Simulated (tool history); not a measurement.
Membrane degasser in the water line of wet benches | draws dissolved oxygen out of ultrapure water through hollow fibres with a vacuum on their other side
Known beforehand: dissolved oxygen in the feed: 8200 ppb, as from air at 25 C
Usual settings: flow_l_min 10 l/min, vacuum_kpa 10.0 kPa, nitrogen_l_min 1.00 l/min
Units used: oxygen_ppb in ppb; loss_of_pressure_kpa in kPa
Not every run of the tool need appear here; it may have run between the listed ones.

Run 1, hour 0.0: usual settings. Result: oxygen_ppb 162.0 ppb, loss_of_pressure_kpa 48.88 kPa.
Run 2, hour 211.2: usual settings. Result: oxygen_ppb 159.1 ppb, loss_of_pressure_kpa 48.46 kPa.
Run 3, hour 411.4: usual settings. Result: oxygen_ppb 163.9 ppb, loss_of_pressure_kpa 48.45 kPa.
Run 4, hour 600.7: usual settings. Result: oxygen_ppb 162.0 ppb, loss_of_pressure_kpa 48.65 kPa.
Run 5, hour 828.6: usual settings but vacuum_kpa 8.7 kPa. Result: oxygen_ppb 129.2 ppb, loss_of_pressure_kpa 48.33 kPa.
Run 6, hour 1050.2: usual settings but vacuum_kpa 8.7 kPa. Result: oxygen_ppb 131.8 ppb, loss_of_pressure_kpa 48.56 kPa.
Run 7, hour 1217.6: usual settings but vacuum_kpa 8.7 kPa. Result: oxygen_ppb 132.1 ppb, loss_of_pressure_kpa 48.55 kPa.
Run 8, hour 1453.1: usual settings but vacuum_kpa 8.7 kPa. Result: oxygen_ppb 130.0 ppb, loss_of_pressure_kpa 48.79 kPa.
At hour 1556.5: vacuum gauge calibrated.
Run 9, hour 1701.4: usual settings but vacuum_kpa 6.1 kPa. Result: oxygen_ppb 70.2 ppb, loss_of_pressure_kpa 48.49 kPa.
Run 10, hour 1850.5: usual settings but vacuum_kpa 6.1 kPa. Result: oxygen_ppb 71.4 ppb, loss_of_pressure_kpa 48.11 kPa.
Run 11, hour 1988.4: usual settings but flow_l_min 11 l/min, vacuum_kpa 7.8 kPa, nitrogen_l_min 0.60 l/min. Result: oxygen_ppb 190.2 ppb, loss_of_pressure_kpa 53.12 kPa.
Run 12, hour 2163.0: usual settings but flow_l_min 14 l/min, vacuum_kpa 7.8 kPa, nitrogen_l_min 0.54 l/min. Result: oxygen_ppb 262.5 ppb, loss_of_pressure_kpa 67.44 kPa.
Run 13, hour 2486.7: usual settings but flow_l_min 7 l/min, vacuum_kpa 8.1 kPa. Result: oxygen_ppb 83.3 ppb, loss_of_pressure_kpa 33.76 kPa.
Run 14, hour 2735.2: usual settings but flow_l_min 14 l/min, vacuum_kpa 8.1 kPa. Result: oxygen_ppb 166.3 ppb, loss_of_pressure_kpa 67.40 kPa.
Run 15, hour 3042.5: usual settings but flow_l_min 7 l/min, vacuum_kpa 15.6 kPa, nitrogen_l_min 1.76 l/min. Result: oxygen_ppb 119.4 ppb, loss_of_pressure_kpa 33.52 kPa.
Run 16, hour 3328.7: usual settings but flow_l_min 13 l/min, nitrogen_l_min 1.20 l/min. Result: oxygen_ppb 178.8 ppb, loss_of_pressure_kpa 62.09 kPa.
Run 17, hour 3645.2: usual settings but flow_l_min 13 l/min, nitrogen_l_min 1.20 l/min. Result: oxygen_ppb 181.2 ppb, loss_of_pressure_kpa 62.25 kPa.
Run 18, hour 3873.3: usual settings but flow_l_min 13 l/min, nitrogen_l_min 1.20 l/min. Result: oxygen_ppb 176.5 ppb, loss_of_pressure_kpa 61.99 kPa.
Run 19, hour 4196.5: usual settings but flow_l_min 9 l/min, vacuum_kpa 9.1 kPa, nitrogen_l_min 2.10 l/min. Result: oxygen_ppb 63.9 ppb, loss_of_pressure_kpa 42.96 kPa.
At hour 4222.2: seals of the vacuum lines changed.
Run 20, hour 4344.4: usual settings but flow_l_min 7 l/min, nitrogen_l_min 0.91 l/min. Result: oxygen_ppb 124.1 ppb, loss_of_pressure_kpa 33.14 kPa.

Predict each of these 4 candidate next runs independently; none follows another, all start after run 20:
Run A, hour 4662.7: usual settings but flow_l_min 7 l/min. Result: oxygen_ppb ?, loss_of_pressure_kpa ?.
Run B, hour 4662.7: usual settings but flow_l_min 8 l/min, vacuum_kpa 24.0 kPa. Result: oxygen_ppb ?, loss_of_pressure_kpa ?.
Run C, hour 4662.7: usual settings but flow_l_min 13 l/min, vacuum_kpa 8.3 kPa, nitrogen_l_min 0.99 l/min. Result: oxygen_ppb ?, loss_of_pressure_kpa ?.
Run D, hour 4662.7: usual settings but flow_l_min 13 l/min. Result: oxygen_ppb ?, loss_of_pressure_kpa ?.

run  oxygen_ppb  loss_of_pressure_kpa
  A       113.8                 33.50
  B       384.3                 38.49
  C       159.6                 62.02
  D       208.4                 61.91
What these runs would have given with no unlogged condition in the tool:
run  oxygen_ppb  loss_of_pressure_kpa
  A       113.7                 34.17
  B       384.2                 39.26
  C       159.4                 63.26
  D       208.3                 63.14
